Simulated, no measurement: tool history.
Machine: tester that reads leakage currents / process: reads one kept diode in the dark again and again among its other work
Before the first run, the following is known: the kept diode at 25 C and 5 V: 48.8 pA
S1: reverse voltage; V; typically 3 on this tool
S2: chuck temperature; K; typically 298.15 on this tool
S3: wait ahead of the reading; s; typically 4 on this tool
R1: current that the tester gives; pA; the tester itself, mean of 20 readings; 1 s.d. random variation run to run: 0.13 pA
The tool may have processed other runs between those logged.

run,hour,S1,S2,S3,R1
1,0,3,298.15,4,39.31
2,30.3,3,298.15,4,39.03
3,51.1,3,298.15,4,39.45
4,76.9,3,298.15,4,39.13
5,112.2,3,298.15,4,39.11
6,140.2,3,298.15,4,39.48
7,159,3,298.15,4,39.37
8,196.9,3,298.15,4.91,39.06
9,222.3,3,298.15,2.67,39.4
10,255.5,3,298.15,2.67,39.39
11,287.7,3,298.15,4,39.24
12,310.7,1.09,310.15,0.76,70.75
13,345.8,1.09,310.15,0.76,70.78
14,383.9,19.86,293.15,9.03,57.14
15,414.9,19.86,293.15,6.63,57.47
16,448.4,19.86,293.15,6.63,57.45
17,473.6,6.33,315.15,0.86,227.62
18,494.1,6.33,315.15,0.86,226.22
19,530.4,1.41,300.15,4,33.8
20,565.4,2.72,298.15,0.44,38.5
21,583.2,1.31,302.15,1.3,39.12
22,608.9,3.26,309.15,3.92,104.23

What if the next run were any one of these 3? Each begins from the tool's condition after run 22:
A,626.9,3.27,298.15,2.27,?
B,626.9,3,298.15,0.45,?
C,626.9,1.6,305.15,4,?

run,R1
A,41.06
B,40.32
C,54.91
What these runs would have given with no unlogged condition in the tool:
run,R1
A,41.06
B,40.32
C,54.93
